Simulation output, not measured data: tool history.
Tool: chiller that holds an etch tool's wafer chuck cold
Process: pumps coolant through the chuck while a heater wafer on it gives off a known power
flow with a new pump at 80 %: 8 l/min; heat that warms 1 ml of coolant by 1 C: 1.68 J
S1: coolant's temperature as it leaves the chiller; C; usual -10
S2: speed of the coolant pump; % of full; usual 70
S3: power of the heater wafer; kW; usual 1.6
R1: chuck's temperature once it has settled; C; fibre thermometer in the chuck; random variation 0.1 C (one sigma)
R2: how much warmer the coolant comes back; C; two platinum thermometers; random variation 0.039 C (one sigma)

run 1 day=0 | S1=-10 S2=70 S3=1.6 | R1=7 R2=8.64
run 2 day=4.979 | S1=-10 S2=70 S3=1.6 | R1=7 R2=8.69
run 3 day=11.579 | S1=-10 S2=82 S3=1.6 | R1=5.3 R2=7.5
run 4 day=17.038 | S1=-10 S2=82 S3=1.6 | R1=5.3 R2=7.51
run 5 day=22.329 | S1=-10 S2=82 S3=1.6 | R1=5.4 R2=7.52
run 6 day=25.917 | S1=-10 S2=82 S3=1.6 | R1=5.5 R2=7.54
run 7 day=29.742 | S1=-10 S2=61 S3=1.6 | R1=9.1 R2=9.96
run 8 day=37.05 | S1=-2 S2=86 S3=1.145 | R1=8.8 R2=5.14
run 9 day=44.508 | S1=-2 S2=86 S3=1.145 | R1=8.9 R2=5.23
run 10 day=51.8 | S1=-2 S2=86 S3=1.145 | R1=9 R2=5.21
run 11 day=56.696 | S1=-14 S2=97 S3=0.952 | R1=-5.7 R2=3.81
run 12 day=62.688 | S1=-10 S2=70 S3=1.172 | R1=2.8 R2=6.54

Forecast each of these 5 alternatives for the next run:
run A day=66.875 | S1=-20 S2=65 S3=0.82 | R1=? R2=?
run B day=66.875 | S1=-10 S2=70 S3=1.096 | R1=? R2=?
run C day=66.875 | S1=-19 S2=70 S3=1.6 | R1=? R2=?
run D day=66.875 | S1=0 S2=73 S3=2.183 | R1=? R2=?
run E day=66.875 | S1=-10 S2=70 S3=1.502 | R1=? R2=?

run=A R1=-10.4 R2=4.85
run=B R1=2.1 R2=6.12
run=C R1=-1.4 R2=8.9
run=D R1=23.4 R2=11.64
run=E R1=6.4 R2=8.32
Without the tool's hidden state the same runs would have given:
run=A R1=-11.9 R2=4.43
run=B R1=0.2 R2=5.6
run=C R1=-4 R2=8.14
run=D R1=19.9 R2=10.65
run=E R1=3.9 R2=7.61
